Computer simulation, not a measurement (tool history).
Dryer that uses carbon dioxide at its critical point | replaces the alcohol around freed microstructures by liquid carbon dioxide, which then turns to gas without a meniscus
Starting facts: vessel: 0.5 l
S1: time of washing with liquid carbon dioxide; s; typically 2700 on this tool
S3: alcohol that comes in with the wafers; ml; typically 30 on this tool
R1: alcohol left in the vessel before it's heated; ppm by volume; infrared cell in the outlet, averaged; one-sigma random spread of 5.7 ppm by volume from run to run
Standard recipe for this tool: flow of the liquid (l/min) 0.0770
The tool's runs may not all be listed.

run 1 day=0.000 | S1=2700 flow_of_the_liquid_(l/min)=0.0770 S3=30 | R1=380
run 2 day=1.071 | S1=2700 flow_of_the_liquid_(l/min)=0.0770 S3=30 | R1=390
run 3 day=2.954 | S1=2700 flow_of_the_liquid_(l/min)=0.0770 S3=30 | R1=417
run 4 day=4.550 | S1=1800 flow_of_the_liquid_(l/min)=0.0770 S3=30 | R1=1759
run 5 day=5.883 | S1=1800 flow_of_the_liquid_(l/min)=0.0770 S3=30 | R1=1827
run 6 day=7.842 | S1=2700 flow_of_the_liquid_(l/min)=0.0770 S3=30 | R1=455
run 7 day=9.054 | S1=2700 flow_of_the_liquid_(l/min)=0.0770 S3=30 | R1=468
run 8 day=11.125 | S1=2700 flow_of_the_liquid_(l/min)=0.0584 S3=30 | R1=1361
run 9 day=12.175 | S1=2280 flow_of_the_liquid_(l/min)=0.0770 S3=49 | R1=1367
run 10 day=13.212 | S1=2700 flow_of_the_liquid_(l/min)=0.0594 S3=30 | R1=1366
run 11 day=15.212 | S1=2700 flow_of_the_liquid_(l/min)=0.1091 S3=65 | R1=261
run 12 day=16.079 | S1=2700 flow_of_the_liquid_(l/min)=0.1091 S3=65 | R1=277
run 13 day=17.504 | S1=2700 flow_of_the_liquid_(l/min)=0.0497 S3=49 | R1=4248

What does the tool deliver on the next run?
run 14 day=18.988 | S1=1680 flow_of_the_liquid_(l/min)=0.0497 S3=50 | R1=?

{"run 14": {"R1": 14213}}
Had the tool carried no hidden state, the very same run would have given R1 10225 ppm by volume.

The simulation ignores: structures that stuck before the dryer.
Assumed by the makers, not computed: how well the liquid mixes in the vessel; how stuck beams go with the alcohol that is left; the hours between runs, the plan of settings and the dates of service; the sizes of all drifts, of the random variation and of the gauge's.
